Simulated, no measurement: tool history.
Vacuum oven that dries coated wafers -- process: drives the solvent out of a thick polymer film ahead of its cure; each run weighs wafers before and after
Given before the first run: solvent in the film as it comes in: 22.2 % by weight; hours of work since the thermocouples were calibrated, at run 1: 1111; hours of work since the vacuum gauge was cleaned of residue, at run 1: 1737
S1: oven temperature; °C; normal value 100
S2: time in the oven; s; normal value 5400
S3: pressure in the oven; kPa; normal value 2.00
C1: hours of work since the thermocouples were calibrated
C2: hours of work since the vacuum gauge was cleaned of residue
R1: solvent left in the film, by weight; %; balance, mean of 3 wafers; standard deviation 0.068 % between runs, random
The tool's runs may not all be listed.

Run 1, hour 0.0: usual settings; C1 1111; C2 1737. Result: R1 5.70 %.
Run 2, hour 92.0: usual settings; C1 1166; C2 1792. Result: R1 5.69 %.
At hour 167.2: oven's thermocouples calibrated.
Run 3, hour 178.2: usual settings; C1 7; C2 1843. Result: R1 5.08 %.
Run 4, hour 276.1: usual settings but S1 88 °C; C1 66; C2 1902. Result: R1 10.33 %.
Run 5, hour 364.0: usual settings but S1 111 °C; C1 118; C2 1955. Result: R1 1.86 %.
Run 6, hour 433.4: usual settings but S1 86 °C; C1 160; C2 1997. Result: R1 11.62 %.
Run 7, hour 545.7: usual settings but S2 8940 s; C1 228; C2 2064. Result: R1 2.97 %.
Run 8, hour 593.5: usual settings but S2 8940 s, S3 1.98 kPa; C1 256; C2 2093. Result: R1 3.07 %.
Run 9, hour 682.4: usual settings; C1 310; C2 2146. Result: R1 5.44 %.
Run 10, hour 775.9: usual settings but S1 114 °C; C1 366; C2 2203. Result: R1 1.51 %.
Run 11, hour 822.7: usual settings but S1 87 °C, S2 4020 s; C1 394; C2 2231. Result: R1 12.43 %.
Run 12, hour 916.5: usual settings but S2 4080 s, S3 3.24 kPa; C1 451; C2 2287. Result: R1 7.55 %.
Run 13, hour 977.1: usual settings but S1 96 °C, S2 3180 s, S3 1.08 kPa; C1 487; C2 2324. Result: R1 10.04 %.
Run 14, hour 1080.6: usual settings but S1 87 °C, S2 4020 s, S3 2.62 kPa; C1 549; C2 2386. Result: R1 12.97 %.
Run 15, hour 1177.9: usual settings but S1 98 °C, S2 7020 s, S3 1.16 kPa; C1 608; C2 2444. Result: R1 4.40 %.
Run 16, hour 1251.7: usual settings but S1 98 °C, S2 7020 s, S3 1.16 kPa; C1 652; C2 2489. Result: R1 4.47 %.
Run 17, hour 1307.2: usual settings but S1 102 °C, S2 9120 s, S3 1.26 kPa; C1 686; C2 2522. Result: R1 2.25 %.
Run 18, hour 1392.6: usual settings but S1 99 °C, S2 5640 s; C1 737; C2 2574. Result: R1 5.74 %.
Run 19, hour 1446.4: usual settings but S1 99 °C, S2 5640 s; C1 769; C2 2606. Result: R1 5.91 %.
Run 20, hour 1519.2: usual settings but S1 115 °C, S2 8820 s, S3 1.40 kPa; C1 813; C2 2650. Result: R1 1.01 %.

What if the next run were any one of these 4? Each begins from the tool's condition after run 20:
Run A, hour 1601.6: usual settings but S1 109 °C, S2 3720 s, S3 1.40 kPa; C1 863; C2 2699. Result: R1 ?.
Run B, hour 1601.6: usual settings but S1 109 °C, S2 2760 s, S3 1.53 kPa; C1 863; C2 2699. Result: R1 ?.
Run C, hour 1601.6: usual settings but S1 110 °C, S2 6900 s, S3 5.90 kPa; C1 863; C2 2699. Result: R1 ?.
Run D, hour 1601.6: usual settings but S3 1.54 kPa; C1 863; C2 2699. Result: R1 ?.

run    R1
  A  4.20
  B  5.76
  C  3.52
  D  5.46
Take away the tool's hidden state, keep each run's random variation, and the runs would have read:
run    R1
  A  3.25
  B  4.80
  C  2.75
  D  4.32
